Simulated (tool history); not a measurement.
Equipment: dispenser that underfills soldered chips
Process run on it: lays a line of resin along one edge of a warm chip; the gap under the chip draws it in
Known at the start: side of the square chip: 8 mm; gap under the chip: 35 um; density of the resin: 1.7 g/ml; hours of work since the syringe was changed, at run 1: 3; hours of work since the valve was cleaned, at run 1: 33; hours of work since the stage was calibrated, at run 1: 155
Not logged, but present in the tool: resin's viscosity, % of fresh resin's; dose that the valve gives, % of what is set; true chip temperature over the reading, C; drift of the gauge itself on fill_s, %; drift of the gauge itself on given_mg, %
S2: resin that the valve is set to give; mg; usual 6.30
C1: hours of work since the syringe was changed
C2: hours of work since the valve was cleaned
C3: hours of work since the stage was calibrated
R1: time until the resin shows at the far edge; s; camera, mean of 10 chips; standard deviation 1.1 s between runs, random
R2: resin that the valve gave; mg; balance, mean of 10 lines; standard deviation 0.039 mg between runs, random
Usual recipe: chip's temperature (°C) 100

run 1 hour=0.0 | chip's_temperature_(°C)=100 S2=6.30 | C1=3 C2=33 C3=155 | R1=115.7 R2=6.20
-- hour=8.7 new syringe of resin
run 2 hour=13.2 | chip's_temperature_(°C)=100 S2=6.30 | C1=4 C2=43 C3=165 | R1=115.8 R2=6.20
-- hour=22.3 new syringe of resin
run 3 hour=26.7 | chip's_temperature_(°C)=100 S2=6.30 | C1=4 C2=54 C3=176 | R1=113.7 R2=6.09
run 4 hour=34.3 | chip's_temperature_(°C)=100 S2=6.30 | C1=9 C2=60 C3=181 | R1=142.7 R2=6.10
-- hour=35.2 new syringe of resin
run 5 hour=47.5 | chip's_temperature_(°C)=100 S2=5.81 | C1=10 C2=70 C3=192 | R1=144.4 R2=5.61
-- hour=49.0 new syringe of resin
run 6 hour=59.0 | chip's_temperature_(°C)=100 S2=5.81 | C1=8 C2=79 C3=200 | R1=132.6 R2=5.56
-- hour=62.9 new syringe of resin
run 7 hour=69.1 | chip's_temperature_(°C)=100 S2=5.81 | C1=5 C2=86 C3=208 | R1=121.5 R2=5.53
-- hour=74.2 dispensing valve cleaned and set on the balance
run 8 hour=76.4 | chip's_temperature_(°C)=100 S2=5.81 | C1=10 C2=2 C3=213 | R1=145.4 R2=5.81
-- hour=77.3 new syringe of resin
run 9 hour=88.7 | chip's_temperature_(°C)=98 S2=6.30 | C1=9 C2=11 C3=222 | R1=148.1 R2=6.28
-- hour=90.8 new syringe of resin
run 10 hour=96.0 | chip's_temperature_(°C)=97 S2=6.30 | C1=4 C2=17 C3=228 | R1=127.6 R2=6.26
-- hour=104.2 new syringe of resin
run 11 hour=105.9 | chip's_temperature_(°C)=97 S2=6.30 | C1=1 C2=24 C3=236 | R1=116.7 R2=6.26
run 12 hour=116.6 | chip's_temperature_(°C)=100 S2=6.30 | C1=10 C2=33 C3=244 | R1=145.5 R2=6.19
-- hour=118.1 new syringe of resin
run 13 hour=123.0 | chip's_temperature_(°C)=100 S2=6.30 | C1=4 C2=37 C3=249 | R1=116.1 R2=6.20
-- hour=131.6 new syringe of resin
run 14 hour=134.4 | chip's_temperature_(°C)=100 S2=6.30 | C1=2 C2=46 C3=258 | R1=112.3 R2=6.17
-- hour=145.5 new syringe of resin
run 15 hour=145.5 | chip's_temperature_(°C)=100 S2=6.30 | C1=0 C2=55 C3=266 | R1=99.0 R2=6.19
run 16 hour=157.1 | chip's_temperature_(°C)=100 S2=6.30 | C1=9 C2=64 C3=275 | R1=138.1 R2=6.18
-- hour=159.4 new syringe of resin
run 17 hour=163.7 | chip's_temperature_(°C)=100 S2=6.30 | C1=3 C2=69 C3=280 | R1=113.5 R2=6.04
-- hour=172.7 new syringe of resin
run 18 hour=177.7 | chip's_temperature_(°C)=100 S2=6.30 | C1=4 C2=80 C3=291 | R1=117.4 R2=6.16
run 19 hour=185.2 | chip's_temperature_(°C)=93 S2=5.90 | C1=10 C2=85 C3=297 | R1=185.4 R2=5.63
-- hour=186.1 new syringe of resin
-- hour=191.8 dispensing valve cleaned and set on the balance
-- hour=200.2 new syringe of resin
run 20 hour=200.2 | chip's_temperature_(°C)=95 S2=7.27 | C1=0 C2=6 C3=307 | R1=118.9 R2=7.22
run 21 hour=211.2 | chip's_temperature_(°C)=95 S2=7.27 | C1=9 C2=15 C3=316 | R1=161.9 R2=7.25
-- hour=213.5 new syringe of resin
run 22 hour=222.2 | chip's_temperature_(°C)=104 S2=6.45 | C1=7 C2=23 C3=324 | R1=111.4 R2=6.38
-- hour=226.8 new syringe of resin
run 23 hour=229.7 | chip's_temperature_(°C)=104 S2=8.10 | C1=2 C2=29 C3=330 | R1=92.2 R2=7.98
-- hour=239.7 new syringe of resin
run 24 hour=243.7 | chip's_temperature_(°C)=97 S2=6.14 | C1=3 C2=40 C3=341 | R1=122.5 R2=5.99
-- hour=252.7 new syringe of resin
run 25 hour=253.5 | chip's_temperature_(°C)=97 S2=6.14 | C1=1 C2=47 C3=348 | R1=111.4 R2=5.94
-- hour=266.3 new syringe of resin
run 26 hour=267.7 | chip's_temperature_(°C)=97 S2=6.14 | C1=1 C2=58 C3=359 | R1=113.3 R2=6.00
-- hour=279.6 new syringe of resin
run 27 hour=281.0 | chip's_temperature_(°C)=89 S2=5.43 | C1=1 C2=68 C3=369 | R1=153.2 R2=5.20
-- hour=293.1 new syringe of resin
run 28 hour=295.8 | chip's_temperature_(°C)=89 S2=5.43 | C1=2 C2=80 C3=381 | R1=155.4 R2=5.21
-- hour=306.3 new syringe of resin
run 29 hour=306.4 | chip's_temperature_(°C)=107 S2=6.03 | C1=0 C2=88 C3=389 | R1=79.3 R2=5.72
-- hour=309.3 dispensing valve cleaned and set on the balance
run 30 hour=313.7 | chip's_temperature_(°C)=100 S2=5.89 | C1=5 C2=3 C3=394 | R1=118.0 R2=5.84
-- hour=320.9 new syringe of resin
run 31 hour=323.3 | chip's_temperature_(°C)=100 S2=5.89 | C1=2 C2=11 C3=401 | R1=105.6 R2=5.90
run 32 hour=329.2 | chip's_temperature_(°C)=100 S2=5.89 | C1=7 C2=15 C3=406 | R1=125.7 R2=5.87
-- hour=335.0 new syringe of resin
run 33 hour=343.2 | chip's_temperature_(°C)=100 S2=5.89 | C1=6 C2=26 C3=417 | R1=123.6 R2=5.79
-- hour=348.0 new syringe of resin
-- hour=351.4 stage's temperature calibrated
run 34 hour=354.1 | chip's_temperature_(°C)=97 S2=6.21 | C1=4 C2=34 C3=2 | R1=132.4 R2=6.11

Each row is a separate what-if for the run after 34, all from the same tool condition, not one after another. Results?
-- hour=362.6 new syringe of resin
run A hour=364.5 | chip's_temperature_(°C)=96 S2=6.26 | C1=2 C2=42 C3=10 | R1=? R2=?
-- hour=362.6 new syringe of resin
run B hour=364.5 | chip's_temperature_(°C)=86 S2=6.21 | C1=2 C2=42 C3=10 | R1=? R2=?
-- hour=362.6 new syringe of resin
run C hour=364.5 | chip's_temperature_(°C)=97 S2=5.51 | C1=2 C2=42 C3=10 | R1=? R2=?
-- hour=362.6 new syringe of resin
run D hour=364.5 | chip's_temperature_(°C)=94 S2=7.40 | C1=2 C2=42 C3=10 | R1=? R2=?

run=A R1=128.0 R2=6.12
run=B R1=180.0 R2=6.02
run=C R1=127.5 R2=5.32
run=D R1=134.3 R2=7.25
Without the tool's hidden state the same runs would have given:
run=A R1=118.9 R2=6.27
run=B R1=167.2 R2=6.16
run=C R1=118.2 R2=5.45
run=D R1=125.0 R2=7.43

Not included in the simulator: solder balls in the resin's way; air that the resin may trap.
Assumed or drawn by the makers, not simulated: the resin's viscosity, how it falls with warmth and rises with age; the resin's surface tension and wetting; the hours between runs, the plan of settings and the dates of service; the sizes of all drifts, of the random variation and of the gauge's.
